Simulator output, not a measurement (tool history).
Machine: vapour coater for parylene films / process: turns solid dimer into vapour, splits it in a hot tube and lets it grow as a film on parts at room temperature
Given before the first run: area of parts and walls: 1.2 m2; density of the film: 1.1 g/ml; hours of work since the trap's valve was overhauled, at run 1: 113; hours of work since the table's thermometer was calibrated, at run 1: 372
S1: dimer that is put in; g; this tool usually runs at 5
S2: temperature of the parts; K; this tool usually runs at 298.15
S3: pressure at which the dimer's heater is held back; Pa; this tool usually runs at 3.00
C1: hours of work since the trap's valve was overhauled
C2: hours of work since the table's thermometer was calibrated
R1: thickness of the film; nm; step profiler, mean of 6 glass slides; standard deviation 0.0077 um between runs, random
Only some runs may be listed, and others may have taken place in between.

run     day  S1      S2     S3   C1    C2    R1
  1   0.000   5  298.15   3.00  113   372  1901
  2   0.883   5  298.15   3.00  129   388  1897
  3   2.204   4  298.15   3.00  152   412  1522
  4   3.862   4  298.15   3.00  182   441  1520
  5   4.742   4  298.15   7.95  198   457  1403
  6   6.000   4  298.15   7.95  221   480  1400
      7.692  -- trap's valve overhauled
  7   7.779   5  298.15   4.64    2   509  1849
  8   9.321   5  298.15   3.86   29   536  1871
  9  10.271   5  298.15   3.86   46   554  1853
 10  10.962   5  298.15   3.86   59   566  1876
 11  12.321   5  298.15   3.86   83   590  1885
 12  13.138   5  298.15   3.86   98   605  1887
 13  14.571   5  298.15   9.69  124   631  1720
 14  15.833   5  298.15   9.69  146   653  1725
 15  17.233   5  306.15   9.69  172   679  1480
 16  18.696   5  298.15   7.36  198   705  1761
 17  20.229   5  298.15   7.36  225   732  1779
 18  21.329   5  308.15   3.00  245   752  1585
     21.729  -- trap's valve overhauled
 19  22.512   5  308.15   3.00   14   770  1590
 20  24.079   5  298.15   3.15   42   799  1930
 21  25.775   5  298.15   3.15   73   829  1918
 22  27.004   5  303.15   3.00   95   851  1761
 23  28.575   5  303.15   3.00  123   879  1762
 24  30.058   5  298.15   3.00  150   906  1949
 25  31.083   8  298.15   6.76  168   924  2869
 26  32.175   5  305.15   3.00  188   944  1694
 27  33.504   5  305.15   3.00  212   968  1695
 28  34.492   5  306.15   7.41  229   986  1536
     35.762  -- trap's valve overhauled
 29  35.962   6  305.15   2.89    4  1009  2032
 30  36.796   6  305.15   2.89   19  1024  2047
     37.296  -- gauge calibrated
 31  37.517   4  308.15   2.48   32  1037  1277
 32  38.579   3  309.15  11.81   51  1056   813
 33  40.242   3  309.15  11.81   80  1086   829
 34  41.304   5  296.15   3.03  100  1105  1994
     41.746  -- table's thermometer calibrated
 35  43.025   5  296.15   3.03  130    23  1976
 36  44.412   3  296.15   4.54  155    48  1150
 37  45.867   6  291.15   6.96  181    74  2422
 38  46.554   5  298.15   9.41  193    86  1723
 39  47.521   4  293.15   2.84  211   104  1701
 40  48.738   4  304.15   4.91  232   126  1304
     49.846  -- trap's valve overhauled
 41  49.892   3  291.15   3.88    1   143  1286
 42  51.167   5  297.15   5.99   24   166  1841
 43  52.217   2  298.15   9.20   43   185   690
 44  53.079   2  298.15   9.20   58   201   688
 45  54.346   2  301.15   2.64   81   223   742
 46  55.321   2  301.15   2.64   98   241   745
 47  56.412   6  301.15   2.64  118   261  2202

Forecast each of these 4 alternatives for the next run:
  A  57.412   2  298.15  4.21  136  279   ?
  B  57.412   6  309.15  2.64  136  279   ?
  C  57.412   6  294.15  3.69  136  279   ?
  D  57.412   4  291.15  2.64  136  279   ?

run    R1
  A   741
  B  1882
  C  2477
  D  1774
With no hidden state in the tool, these same runs would have given:
run    R1
  A   733
  B  1861
  C  2450
  D  1755
